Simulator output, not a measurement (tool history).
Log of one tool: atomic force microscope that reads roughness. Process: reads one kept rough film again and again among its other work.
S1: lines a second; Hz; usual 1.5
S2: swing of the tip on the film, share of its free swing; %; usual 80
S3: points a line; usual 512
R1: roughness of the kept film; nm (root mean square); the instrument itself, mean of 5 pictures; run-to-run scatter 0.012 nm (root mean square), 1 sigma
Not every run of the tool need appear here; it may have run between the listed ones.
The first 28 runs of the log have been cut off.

run	hour	S1	S2	S3	R1
29	677.6	0.78	63	886	2.783
# hour 680.5: new tip fitted
30	695.9	0.78	63	886	3.018
31	718.4	0.78	63	886	2.991
32	749.7	1.45	80	512	2.68
# hour 758.1: height scale calibrated on a step standard, once more
33	770.7	1.5	74	512	2.726
34	789.8	1.5	74	921	2.721
35	809	1.02	74	619	2.769
36	830.7	1.02	74	619	2.732
37	855.9	0.72	74	706	2.782
38	873.8	1.45	77	298	2.596
39	905.7	0.78	71	512	2.757
# hour 925.9: new tip fitted
40	927.7	1.5	80	274	2.737

Consider 5 possible next runs. They are alternatives, not a sequence: every one starts from the tool as it was left by run 40. What does each give?
A	943.8	1.5	80	375	?
B	943.8	1.65	80	483	?
C	943.8	1.11	79	312	?
D	943.8	1.5	60	451	?
E	943.8	1.81	56	274	?

run	R1
A	2.712
B	2.698
C	2.803
D	2.928
E	2.949
Stripped of hidden state, with their random variation kept, the same runs would have yielded:
run	R1
A	2.734
B	2.721
C	2.826
D	2.952
E	2.973
